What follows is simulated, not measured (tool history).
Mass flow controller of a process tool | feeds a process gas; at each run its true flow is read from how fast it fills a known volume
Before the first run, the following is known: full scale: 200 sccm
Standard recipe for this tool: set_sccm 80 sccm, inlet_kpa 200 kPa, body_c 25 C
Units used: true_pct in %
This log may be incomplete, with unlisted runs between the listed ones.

run 1 hour=0.0 | set_sccm=80 inlet_kpa=200 body_c=25 | true_pct=99.78
run 2 hour=59.4 | set_sccm=80 inlet_kpa=200 body_c=25 | true_pct=99.85
run 3 hour=125.0 | set_sccm=22 inlet_kpa=200 body_c=25 | true_pct=99.70
run 4 hour=209.5 | set_sccm=22 inlet_kpa=200 body_c=25 | true_pct=99.85
run 5 hour=250.3 | set_sccm=80 inlet_kpa=200 body_c=40 | true_pct=99.32
run 6 hour=299.3 | set_sccm=80 inlet_kpa=200 body_c=40 | true_pct=99.39
run 7 hour=345.5 | set_sccm=80 inlet_kpa=200 body_c=40 | true_pct=99.40
run 8 hour=420.9 | set_sccm=80 inlet_kpa=200 body_c=40 | true_pct=99.60
run 9 hour=482.5 | set_sccm=80 inlet_kpa=200 body_c=25 | true_pct=100.56
run 10 hour=518.4 | set_sccm=80 inlet_kpa=200 body_c=25 | true_pct=100.51
run 11 hour=564.5 | set_sccm=80 inlet_kpa=200 body_c=25 | true_pct=100.55
run 12 hour=650.1 | set_sccm=80 inlet_kpa=200 body_c=25 | true_pct=100.75
run 13 hour=734.3 | set_sccm=80 inlet_kpa=200 body_c=25 | true_pct=100.86
run 14 hour=810.6 | set_sccm=59 inlet_kpa=252 body_c=27 | true_pct=100.44
run 15 hour=874.9 | set_sccm=59 inlet_kpa=252 body_c=27 | true_pct=100.67
run 16 hour=956.4 | set_sccm=105 inlet_kpa=229 body_c=27 | true_pct=101.03
run 17 hour=1011.8 | set_sccm=105 inlet_kpa=229 body_c=27 | true_pct=101.16
run 18 hour=1084.4 | set_sccm=80 inlet_kpa=247 body_c=37 | true_pct=100.51
run 19 hour=1131.3 | set_sccm=153 inlet_kpa=212 body_c=31 | true_pct=101.15
run 20 hour=1212.6 | set_sccm=153 inlet_kpa=212 body_c=31 | true_pct=101.32
run 21 hour=1273.7 | set_sccm=153 inlet_kpa=212 body_c=31 | true_pct=101.35
run 22 hour=1358.9 | set_sccm=76 inlet_kpa=207 body_c=30 | true_pct=101.42
run 23 hour=1422.4 | set_sccm=76 inlet_kpa=207 body_c=36 | true_pct=101.12
run 24 hour=1478.9 | set_sccm=31 inlet_kpa=207 body_c=36 | true_pct=101.18
run 25 hour=1556.0 | set_sccm=24 inlet_kpa=200 body_c=25 | true_pct=101.86

Alternative continuations, all from the tool just after run 25; predict every row:
run A hour=1641.6 | set_sccm=79 inlet_kpa=200 body_c=25 | true_pct=?
run B hour=1641.6 | set_sccm=25 inlet_kpa=156 body_c=23 | true_pct=?
run C hour=1641.6 | set_sccm=71 inlet_kpa=159 body_c=24 | true_pct=?
run D hour=1641.6 | set_sccm=33 inlet_kpa=200 body_c=25 | true_pct=?
run E hour=1641.6 | set_sccm=24 inlet_kpa=200 body_c=36 | true_pct=?

run=A true_pct=102.15
run=B true_pct=102.44
run=C true_pct=102.44
run=D true_pct=102.02
run=E true_pct=101.18
Take away the tool's hidden state, keep each run's random variation, and the runs would have read:
run=A true_pct=99.72
run=B true_pct=100.03
run=C true_pct=100.01
run=D true_pct=99.61
run=E true_pct=98.80
